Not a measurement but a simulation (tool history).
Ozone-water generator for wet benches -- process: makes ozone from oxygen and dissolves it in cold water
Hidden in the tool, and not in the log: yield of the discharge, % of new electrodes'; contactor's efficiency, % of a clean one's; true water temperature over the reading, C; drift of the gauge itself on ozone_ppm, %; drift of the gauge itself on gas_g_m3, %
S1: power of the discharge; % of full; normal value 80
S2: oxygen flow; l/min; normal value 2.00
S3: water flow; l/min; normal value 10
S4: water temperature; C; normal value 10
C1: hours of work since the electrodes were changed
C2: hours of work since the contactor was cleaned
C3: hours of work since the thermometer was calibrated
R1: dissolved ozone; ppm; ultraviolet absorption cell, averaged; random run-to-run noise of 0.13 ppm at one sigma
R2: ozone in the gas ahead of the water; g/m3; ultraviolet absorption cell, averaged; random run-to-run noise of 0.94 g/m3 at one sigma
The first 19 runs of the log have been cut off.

run	hour	S1	S2	S3	S4	C1	C2	C3	R1	R2
20	1411.2	80	2.47	9	6	1856	2487	4558	16.3	136.4
21	1490.0	80	1.12	8	6	1906	2536	4607	16.2	208.5
22	1536.4	45	1.21	8	6	1935	2565	4636	12.3	148.6
23	1594.1	42	1.03	10	10	1971	2601	4672	8.5	153.7
24	1639.3	70	2.00	10	7	1999	2629	4700	12.8	142.2
25	1718.9	67	2.00	15	13	2049	2679	4750	7.5	140.2
26	1821.3	67	3.36	15	14	2113	2743	4814	8.0	106.6
27	1901.9	67	3.36	15	14	2163	2793	4864	8.0	106.8
28	2002.6	80	1.67	10	6	2226	2856	4927	13.6	169.2
29	2101.0	80	1.67	10	6	2287	2917	4988	13.3	167.9
30	2178.3	52	2.00	15	8	2335	2966	5037	6.6	121.2
31	2275.7	80	1.18	6	5	2396	3026	5097	22.2	201.3
32	2357.7	80	1.16	6	5	2447	3078	5148	22.2	203.0

5 options for the next run, each taken on its own from the tool as it stands now. Forecast them:
A	2433.2	82	1.56	10	10	2495	3125	5196	?	?
B	2433.2	80	1.16	7	5	2495	3125	5196	?	?
C	2433.2	80	1.16	6	12	2495	3125	5196	?	?
D	2433.2	79	1.83	10	7	2495	3125	5196	?	?
E	2433.2	48	2.00	13	10	2495	3125	5196	?	?

run	R1	R2
A	12.9	177.4
B	18.9	206.0
C	20.9	202.6
D	13.5	158.3
E	7.5	117.6
The same runs, with their run-to-run variation unchanged, on a tool lacking any hidden condition would have given:
run	R1	R2
A	13.9	185.7
B	20.3	215.5
C	22.4	212.0
D	14.6	165.6
E	8.0	121.6
